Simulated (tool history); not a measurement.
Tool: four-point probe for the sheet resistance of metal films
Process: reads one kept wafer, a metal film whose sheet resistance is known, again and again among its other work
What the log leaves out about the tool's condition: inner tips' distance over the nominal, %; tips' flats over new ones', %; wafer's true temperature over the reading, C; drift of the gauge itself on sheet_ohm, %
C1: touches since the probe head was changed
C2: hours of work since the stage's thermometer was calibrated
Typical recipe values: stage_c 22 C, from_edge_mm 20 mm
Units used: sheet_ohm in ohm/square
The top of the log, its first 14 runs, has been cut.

{"hour": 312.3, "done": "stage's thermometer calibrated"}
{"run": 15, "hour": 328.1, "stage_c": 28, "from_edge_mm": 35, "C1": 94623, "C2": 12, "sheet_ohm": 5.885729}
{"run": 16, "hour": 353.5, "stage_c": 22, "from_edge_mm": 21, "C1": 95800, "C2": 31, "sheet_ohm": 5.901351}
{"run": 17, "hour": 379.4, "stage_c": 20, "from_edge_mm": 7, "C1": 96999, "C2": 51, "sheet_ohm": 5.920238}
{"run": 18, "hour": 413.0, "stage_c": 25, "from_edge_mm": 7, "C1": 98551, "C2": 77, "sheet_ohm": 5.907059}
{"run": 19, "hour": 432.3, "stage_c": 25, "from_edge_mm": 7, "C1": 99445, "C2": 92, "sheet_ohm": 5.905084}
{"run": 20, "hour": 452.1, "stage_c": 19, "from_edge_mm": 57, "C1": 100362, "C2": 107, "sheet_ohm": 5.906173}
{"hour": 471.1, "done": "stage's thermometer calibrated, once more"}
{"run": 21, "hour": 471.2, "stage_c": 30, "from_edge_mm": 36, "C1": 101220, "C2": 0, "sheet_ohm": 5.880554}
{"run": 22, "hour": 496.9, "stage_c": 31, "from_edge_mm": 16, "C1": 102413, "C2": 20, "sheet_ohm": 5.878078}
{"hour": 509.6, "done": "new probe head fitted"}
{"run": 23, "hour": 524.6, "stage_c": 25, "from_edge_mm": 16, "C1": 693, "C2": 40, "sheet_ohm": 5.919501}
{"run": 24, "hour": 556.1, "stage_c": 25, "from_edge_mm": 16, "C1": 2151, "C2": 64, "sheet_ohm": 5.916648}
{"run": 25, "hour": 572.7, "stage_c": 25, "from_edge_mm": 16, "C1": 2920, "C2": 77, "sheet_ohm": 5.918225}
{"run": 26, "hour": 604.2, "stage_c": 19, "from_edge_mm": 28, "C1": 4374, "C2": 101, "sheet_ohm": 5.934449}
{"run": 27, "hour": 635.1, "stage_c": 28, "from_edge_mm": 9, "C1": 5804, "C2": 124, "sheet_ohm": 5.917742}
{"run": 28, "hour": 664.6, "stage_c": 26, "from_edge_mm": 5, "C1": 7169, "C2": 147, "sheet_ohm": 5.94477}
{"run": 29, "hour": 688.6, "stage_c": 28, "from_edge_mm": 11, "C1": 8282, "C2": 165, "sheet_ohm": 5.912233}
{"run": 30, "hour": 713.2, "stage_c": 35, "from_edge_mm": 9, "C1": 9418, "C2": 184, "sheet_ohm": 5.897051}
{"run": 31, "hour": 743.2, "stage_c": 32, "from_edge_mm": 5, "C1": 10806, "C2": 207, "sheet_ohm": 5.925696}

Each row is a separate what-if for the run after 31, all from the same tool condition, not one after another. Results?
{"run": "A", "hour": 774.7, "stage_c": 20, "from_edge_mm": 44, "C1": 12265, "C2": 231, "sheet_ohm": "?"}
{"run": "B", "hour": 774.7, "stage_c": 18, "from_edge_mm": 42, "C1": 12265, "C2": 231, "sheet_ohm": "?"}
{"run": "C", "hour": 774.7, "stage_c": 25, "from_edge_mm": 30, "C1": 12265, "C2": 231, "sheet_ohm": "?"}
{"run": "D", "hour": 774.7, "stage_c": 21, "from_edge_mm": 26, "C1": 12265, "C2": 231, "sheet_ohm": "?"}
{"run": "E", "hour": 774.7, "stage_c": 34, "from_edge_mm": 5, "C1": 12265, "C2": 231, "sheet_ohm": "?"}

run=A sheet_ohm=5.92621
run=B sheet_ohm=5.929478
run=C sheet_ohm=5.910294
run=D sheet_ohm=5.923908
run=E sheet_ohm=5.918733
Stripped of hidden state, with their random variation kept, the same runs would have yielded:
run=A sheet_ohm=5.944095
run=B sheet_ohm=5.947377
run=C sheet_ohm=5.92812
run=D sheet_ohm=5.941783
run=E sheet_ohm=5.936557
